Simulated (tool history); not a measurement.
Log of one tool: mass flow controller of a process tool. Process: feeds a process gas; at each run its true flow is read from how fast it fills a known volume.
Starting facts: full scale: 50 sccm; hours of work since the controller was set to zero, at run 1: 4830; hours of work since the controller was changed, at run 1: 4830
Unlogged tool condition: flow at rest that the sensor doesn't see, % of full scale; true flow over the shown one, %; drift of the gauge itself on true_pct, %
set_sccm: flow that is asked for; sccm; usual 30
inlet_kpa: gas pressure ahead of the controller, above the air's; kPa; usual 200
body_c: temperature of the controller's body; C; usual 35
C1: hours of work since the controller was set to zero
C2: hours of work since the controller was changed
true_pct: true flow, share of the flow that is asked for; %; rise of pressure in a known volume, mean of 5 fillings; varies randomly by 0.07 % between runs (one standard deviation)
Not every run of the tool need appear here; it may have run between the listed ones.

{"run": 1, "hour": 0.0, "set_sccm": 30, "inlet_kpa": 200, "body_c": 35, "C1": 4830, "C2": 4830, "true_pct": 95.63}
{"run": 2, "hour": 164.1, "set_sccm": 30, "inlet_kpa": 200, "body_c": 35, "C1": 4924, "C2": 4924, "true_pct": 95.59}
{"run": 3, "hour": 414.7, "set_sccm": 30, "inlet_kpa": 200, "body_c": 34, "C1": 5067, "C2": 5067, "true_pct": 95.53}
{"run": 4, "hour": 648.5, "set_sccm": 30, "inlet_kpa": 200, "body_c": 34, "C1": 5201, "C2": 5201, "true_pct": 95.54}
{"run": 5, "hour": 930.8, "set_sccm": 30, "inlet_kpa": 200, "body_c": 34, "C1": 5363, "C2": 5363, "true_pct": 95.37}
{"run": 6, "hour": 1089.0, "set_sccm": 30, "inlet_kpa": 200, "body_c": 34, "C1": 5453, "C2": 5453, "true_pct": 95.39}
{"run": 7, "hour": 1366.9, "set_sccm": 13, "inlet_kpa": 200, "body_c": 35, "C1": 5612, "C2": 5612, "true_pct": 91.37}
{"run": 8, "hour": 1615.4, "set_sccm": 30, "inlet_kpa": 276, "body_c": 35, "C1": 5755, "C2": 5755, "true_pct": 94.68}
{"run": 9, "hour": 1853.8, "set_sccm": 30, "inlet_kpa": 276, "body_c": 35, "C1": 5891, "C2": 5891, "true_pct": 94.8}
{"hour": 1990.2, "done": "controller's zero set anew"}
{"run": 10, "hour": 2066.1, "set_sccm": 30, "inlet_kpa": 276, "body_c": 35, "C1": 43, "C2": 6012, "true_pct": 96.77}
{"run": 11, "hour": 2232.5, "set_sccm": 30, "inlet_kpa": 200, "body_c": 35, "C1": 139, "C2": 6108, "true_pct": 97.04}
{"run": 12, "hour": 2497.4, "set_sccm": 10, "inlet_kpa": 200, "body_c": 35, "C1": 290, "C2": 6259, "true_pct": 95.41}
{"run": 13, "hour": 2756.1, "set_sccm": 10, "inlet_kpa": 200, "body_c": 35, "C1": 439, "C2": 6407, "true_pct": 95.17}
{"run": 14, "hour": 2903.0, "set_sccm": 10, "inlet_kpa": 175, "body_c": 35, "C1": 523, "C2": 6491, "true_pct": 95.24}
{"run": 15, "hour": 3187.9, "set_sccm": 30, "inlet_kpa": 200, "body_c": 35, "C1": 686, "C2": 6655, "true_pct": 96.89}
{"run": 16, "hour": 3476.6, "set_sccm": 30, "inlet_kpa": 200, "body_c": 35, "C1": 851, "C2": 6820, "true_pct": 96.78}
{"run": 17, "hour": 3744.1, "set_sccm": 30, "inlet_kpa": 200, "body_c": 35, "C1": 1004, "C2": 6973, "true_pct": 96.67}
{"run": 18, "hour": 3942.9, "set_sccm": 30, "inlet_kpa": 169, "body_c": 35, "C1": 1118, "C2": 7087, "true_pct": 96.62}
{"run": 19, "hour": 4162.9, "set_sccm": 19, "inlet_kpa": 169, "body_c": 35, "C1": 1244, "C2": 7213, "true_pct": 95.76}
{"run": 20, "hour": 4291.7, "set_sccm": 19, "inlet_kpa": 169, "body_c": 35, "C1": 1318, "C2": 7286, "true_pct": 95.69}
{"run": 21, "hour": 4439.9, "set_sccm": 19, "inlet_kpa": 169, "body_c": 35, "C1": 1403, "C2": 7371, "true_pct": 95.52}
{"run": 22, "hour": 4637.7, "set_sccm": 19, "inlet_kpa": 169, "body_c": 35, "C1": 1516, "C2": 7485, "true_pct": 95.35}
{"run": 23, "hour": 4924.1, "set_sccm": 19, "inlet_kpa": 169, "body_c": 35, "C1": 1680, "C2": 7649, "true_pct": 95.31}
{"run": 24, "hour": 5062.6, "set_sccm": 19, "inlet_kpa": 169, "body_c": 35, "C1": 1759, "C2": 7728, "true_pct": 95.38}
{"run": 25, "hour": 5219.2, "set_sccm": 30, "inlet_kpa": 145, "body_c": 26, "C1": 1849, "C2": 7817, "true_pct": 97.11}
{"run": 26, "hour": 5502.7, "set_sccm": 30, "inlet_kpa": 145, "body_c": 26, "C1": 2011, "C2": 7980, "true_pct": 97.18}
{"run": 27, "hour": 5719.5, "set_sccm": 42, "inlet_kpa": 264, "body_c": 37, "C1": 2135, "C2": 8104, "true_pct": 96.72}
{"run": 28, "hour": 5891.5, "set_sccm": 45, "inlet_kpa": 225, "body_c": 37, "C1": 2234, "C2": 8202, "true_pct": 97.24}
{"run": 29, "hour": 6105.2, "set_sccm": 45, "inlet_kpa": 225, "body_c": 37, "C1": 2356, "C2": 8325, "true_pct": 97.09}
{"run": 30, "hour": 6221.2, "set_sccm": 16, "inlet_kpa": 272, "body_c": 37, "C1": 2422, "C2": 8391, "true_pct": 93.75}
{"run": 31, "hour": 6436.6, "set_sccm": 30, "inlet_kpa": 166, "body_c": 23, "C1": 2546, "C2": 8515, "true_pct": 97.15}
{"run": 32, "hour": 6711.0, "set_sccm": 30, "inlet_kpa": 166, "body_c": 23, "C1": 2703, "C2": 8672, "true_pct": 96.97}
{"run": 33, "hour": 6971.8, "set_sccm": 6, "inlet_kpa": 245, "body_c": 26, "C1": 2852, "C2": 8821, "true_pct": 90.24}
{"run": 34, "hour": 7149.0, "set_sccm": 6, "inlet_kpa": 245, "body_c": 26, "C1": 2954, "C2": 8922, "true_pct": 90.09}
{"run": 35, "hour": 7310.5, "set_sccm": 6, "inlet_kpa": 245, "body_c": 26, "C1": 3046, "C2": 9015, "true_pct": 89.96}
{"run": 36, "hour": 7446.5, "set_sccm": 6, "inlet_kpa": 258, "body_c": 22, "C1": 3124, "C2": 9093, "true_pct": 90.18}
{"run": 37, "hour": 7636.1, "set_sccm": 9, "inlet_kpa": 231, "body_c": 28, "C1": 3232, "C2": 9201, "true_pct": 91.74}
{"run": 38, "hour": 7923.0, "set_sccm": 30, "inlet_kpa": 267, "body_c": 32, "C1": 3397, "C2": 9365, "true_pct": 95.43}
{"run": 39, "hour": 8108.1, "set_sccm": 30, "inlet_kpa": 267, "body_c": 32, "C1": 3503, "C2": 9471, "true_pct": 95.4}
{"run": 40, "hour": 8363.1, "set_sccm": 30, "inlet_kpa": 197, "body_c": 39, "C1": 3649, "C2": 9617, "true_pct": 94.99}
{"run": 41, "hour": 8491.6, "set_sccm": 17, "inlet_kpa": 200, "body_c": 35, "C1": 3722, "C2": 9691, "true_pct": 93.35}
{"run": 42, "hour": 8749.7, "set_sccm": 9, "inlet_kpa": 213, "body_c": 27, "C1": 3870, "C2": 9839, "true_pct": 91.08}
{"run": 43, "hour": 8891.1, "set_sccm": 9, "inlet_kpa": 165, "body_c": 30, "C1": 3951, "C2": 9920, "true_pct": 90.95}
{"run": 44, "hour": 9077.3, "set_sccm": 16, "inlet_kpa": 165, "body_c": 40, "C1": 4057, "C2": 10026, "true_pct": 92.71}
{"run": 45, "hour": 9250.9, "set_sccm": 31, "inlet_kpa": 256, "body_c": 24, "C1": 4157, "C2": 10126, "true_pct": 95.78}

Measured result minus the same run's result without the hidden state. Both carry the same run-to-run variation, though not necessarily the same gauge scatter:
run=1 true_pct=-2.16
run=2 true_pct=-2.21
run=3 true_pct=-2.28
run=4 true_pct=-2.34
run=5 true_pct=-2.43
run=6 true_pct=-2.48
run=7 true_pct=-5.21
run=8 true_pct=-2.62
run=9 true_pct=-2.7
run=10 true_pct=-0.63
run=11 true_pct=-0.67
run=12 true_pct=-1.05
run=13 true_pct=-1.23
run=14 true_pct=-1.32
run=15 true_pct=-0.95
run=16 true_pct=-1.02
run=17 true_pct=-1.1
run=18 true_pct=-1.16
run=19 true_pct=-1.51
run=20 true_pct=-1.55
run=21 true_pct=-1.62
run=22 true_pct=-1.69
run=23 true_pct=-1.81
run=24 true_pct=-1.86
run=25 true_pct=-1.53
run=26 true_pct=-1.61
run=27 true_pct=-1.43
run=28 true_pct=-1.43
run=29 true_pct=-1.48
run=30 true_pct=-2.61
run=31 true_pct=-1.87
run=32 true_pct=-1.94
run=33 true_pct=-6.28
run=34 true_pct=-6.46
run=35 true_pct=-6.62
run=36 true_pct=-6.75
run=37 true_pct=-5
run=38 true_pct=-2.29
run=39 true_pct=-2.33
run=40 true_pct=-2.41
run=41 true_pct=-3.48
run=42 true_pct=-5.83
run=43 true_pct=-5.93
run=44 true_pct=-3.89
run=45 true_pct=-2.6

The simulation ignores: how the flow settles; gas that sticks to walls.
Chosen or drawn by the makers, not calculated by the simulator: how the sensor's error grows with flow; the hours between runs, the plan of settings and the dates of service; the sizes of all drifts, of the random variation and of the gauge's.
